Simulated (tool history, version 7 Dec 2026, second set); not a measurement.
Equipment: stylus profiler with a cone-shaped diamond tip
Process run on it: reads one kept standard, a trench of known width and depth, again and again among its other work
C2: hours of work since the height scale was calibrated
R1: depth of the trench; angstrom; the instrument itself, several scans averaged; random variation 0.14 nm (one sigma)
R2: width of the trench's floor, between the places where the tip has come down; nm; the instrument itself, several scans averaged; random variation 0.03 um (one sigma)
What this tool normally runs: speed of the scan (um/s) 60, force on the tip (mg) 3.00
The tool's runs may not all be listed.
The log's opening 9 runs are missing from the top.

run 10 day=15.029 | speed_of_the_scan_(um/s)=43 force_on_the_tip_(mg)=3.00 | scans_with_this_tip=11813 C2=939 | R1=5047.9 R2=26580
run 11 day=16.704 | speed_of_the_scan_(um/s)=43 force_on_the_tip_(mg)=3.00 | scans_with_this_tip=12051 C2=958 | R1=5049.1 R2=26550
run 12 day=18.846 | speed_of_the_scan_(um/s)=43 force_on_the_tip_(mg)=3.00 | scans_with_this_tip=12356 C2=982 | R1=5046.4 R2=26550
run 13 day=21.062 | speed_of_the_scan_(um/s)=43 force_on_the_tip_(mg)=3.00 | scans_with_this_tip=12672 C2=1008 | R1=5044.9 R2=26560
run 14 day=22.717 | speed_of_the_scan_(um/s)=43 force_on_the_tip_(mg)=3.00 | scans_with_this_tip=12907 C2=1026 | R1=5044.3 R2=26540
run 15 day=24.292 | speed_of_the_scan_(um/s)=60 force_on_the_tip_(mg)=1.53 | scans_with_this_tip=13132 C2=1044 | R1=5021.4 R2=26330
run 16 day=26.212 | speed_of_the_scan_(um/s)=60 force_on_the_tip_(mg)=1.53 | scans_with_this_tip=13405 C2=1066 | R1=5019.9 R2=26290
run 17 day=28.129 | speed_of_the_scan_(um/s)=33 force_on_the_tip_(mg)=3.00 | scans_with_this_tip=13678 C2=1088 | R1=5043.0 R2=26530
run 18 day=29.388 | speed_of_the_scan_(um/s)=87 force_on_the_tip_(mg)=3.00 | scans_with_this_tip=13857 C2=1102 | R1=5042.3 R2=26240
run 19 day=31.212 | speed_of_the_scan_(um/s)=87 force_on_the_tip_(mg)=3.00 | scans_with_this_tip=14117 C2=1122 | R1=5041.8 R2=26210
run 20 day=32.921 | speed_of_the_scan_(um/s)=87 force_on_the_tip_(mg)=3.00 | scans_with_this_tip=14360 C2=1142 | R1=5040.6 R2=26260
run 21 day=34.604 | speed_of_the_scan_(um/s)=49 force_on_the_tip_(mg)=3.00 | scans_with_this_tip=14600 C2=1161 | R1=5041.4 R2=26390
run 22 day=35.917 | speed_of_the_scan_(um/s)=49 force_on_the_tip_(mg)=3.00 | scans_with_this_tip=14787 C2=1176 | R1=5042.2 R2=26460
run 23 day=36.967 | speed_of_the_scan_(um/s)=49 force_on_the_tip_(mg)=3.00 | scans_with_this_tip=14937 C2=1188 | R1=5041.8 R2=26450
run 24 day=39.067 | speed_of_the_scan_(um/s)=164 force_on_the_tip_(mg)=1.29 | scans_with_this_tip=15235 C2=1211 | R1=5010.4 R2=25410
run 25 day=40.146 | speed_of_the_scan_(um/s)=60 force_on_the_tip_(mg)=1.35 | scans_with_this_tip=15389 C2=1224 | R1=5014.7 R2=26240
run 26 day=41.604 | speed_of_the_scan_(um/s)=60 force_on_the_tip_(mg)=3.42 | scans_with_this_tip=15597 C2=1240 | R1=5045.5 R2=26360
run 27 day=42.500 | speed_of_the_scan_(um/s)=28 force_on_the_tip_(mg)=1.79 | scans_with_this_tip=15724 C2=1250 | R1=5021.6 R2=26440
run 28 day=43.746 | speed_of_the_scan_(um/s)=42 force_on_the_tip_(mg)=5.03 | scans_with_this_tip=15902 C2=1264 | R1=5064.1 R2=26460

Run 29, settings as shown, results not yet in. Your forecast:
run 29 day=45.796 | speed_of_the_scan_(um/s)=171 force_on_the_tip_(mg)=3.17 | scans_with_this_tip=16194 C2=1288 | R1=? R2=?

R1: 5040.3 angstrom
R2: 25780 nm
With no hidden state in the tool, this same run would have given R1 5066.0 angstrom, R2 26520 nm.
